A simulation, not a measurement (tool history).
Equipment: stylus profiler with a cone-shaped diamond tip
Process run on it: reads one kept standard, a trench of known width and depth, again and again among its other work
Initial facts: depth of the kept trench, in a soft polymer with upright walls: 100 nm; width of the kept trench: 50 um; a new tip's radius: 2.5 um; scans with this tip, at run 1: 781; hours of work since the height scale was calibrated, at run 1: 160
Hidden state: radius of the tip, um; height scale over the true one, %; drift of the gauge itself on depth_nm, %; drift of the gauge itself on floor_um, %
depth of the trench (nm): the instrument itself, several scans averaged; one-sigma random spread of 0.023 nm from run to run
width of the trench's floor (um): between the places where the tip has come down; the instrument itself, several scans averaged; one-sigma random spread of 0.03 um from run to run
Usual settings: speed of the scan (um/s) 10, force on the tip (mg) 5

run	hour	speed of the scan (um/s)	force on the tip (mg)	scans with this tip	hours of work since the height scale was calibrated	depth of the trench (nm)	width of the trench's floor (um)
1	0	10	5	781	160	102.52	48.53
2	16.2	10	9.28	815	167	103.79	48.49
3	29	10	9.28	843	172	103.79	48.49
4	42.5	10	10.51	871	178	104.13	48.5
5	52.8	10	10.51	893	183	104.11	48.53
6	66.9	10	10.51	923	189	104.16	48.49
7	80.9	10	10.51	953	195	104.17	48.5
8	92.8	10	10.51	978	200	104.15	48.49
9	101.4	33	3.42	996	204	101.96	48.43
10	114.4	16	2.59	1024	210	101.63	48.47
11	131.3	5	5.25	1060	217	102.59	48.48
12	139.2	5	5.25	1077	220	102.63	48.48
13	149.4	10	8.03	1098	225	103.44	48.5
14	160.1	25	3.71	1121	229	102.11	48.42
15	168.5	25	2.93	1139	233	101.81	48.43

For some of the steps in depth of the trench (nm) from one run to the next: how much would appear even if the tool had no hidden state, given the settings, what came in and random variation, and how much remains for the hidden state plus any gauge scatter that the measured result and the result without hidden state don't share?
Run 1 -> 2: force on the tip (mg) 5 -> 9.28. depth of the trench (nm) +1.27: hidden state +0.01, all else +1.26.
Run 8 -> 9: speed of the scan (um/s) 10 -> 33, force on the tip (mg) 10.51 -> 3.42. depth of the trench (nm) -2.19: hidden state -0.01, all else -2.18.
